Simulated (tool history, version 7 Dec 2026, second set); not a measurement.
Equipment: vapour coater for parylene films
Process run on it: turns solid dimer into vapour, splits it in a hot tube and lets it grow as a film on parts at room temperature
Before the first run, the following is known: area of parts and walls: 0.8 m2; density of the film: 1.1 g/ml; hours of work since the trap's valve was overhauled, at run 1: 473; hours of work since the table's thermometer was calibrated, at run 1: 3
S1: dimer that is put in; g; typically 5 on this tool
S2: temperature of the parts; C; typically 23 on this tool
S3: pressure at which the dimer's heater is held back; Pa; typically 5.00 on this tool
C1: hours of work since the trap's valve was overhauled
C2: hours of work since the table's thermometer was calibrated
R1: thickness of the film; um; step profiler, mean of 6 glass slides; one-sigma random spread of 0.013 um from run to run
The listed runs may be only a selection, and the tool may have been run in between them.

run	hour	S1	S2	S3	C1	C2	R1
1	0.0	5	23	5.00	473	3	3.14
2	45.4	5	23	5.00	498	28	3.19
3	105.5	5	23	5.00	532	62	3.19
# hour 114.7: trap's valve overhauled
4	141.7	5	23	5.00	15	79	3.18
5	193.9	5	23	5.00	44	109	3.17
6	259.7	5	24	5.00	81	145	3.13
7	301.4	5	24	5.00	104	168	3.10
8	339.3	5	35	5.00	125	189	2.64
9	369.3	6	23	5.00	142	206	3.80
10	430.8	6	23	5.00	176	240	3.77
11	470.5	5	16	6.37	198	262	3.39
12	516.7	5	16	6.37	224	288	3.39
13	554.7	5	16	6.37	245	309	3.37
14	607.9	5	16	6.37	274	339	3.41
15	645.5	5	35	10.54	295	360	2.30

Entry by entry between the runs, the difference in hidden state between the last listed run before and the first listed run after:
In the gap between runs 3 and 4: trap's valve overhauled (hour 114.7)
  vapour lost through the trap's worn valve, %: 0.3 -> 0
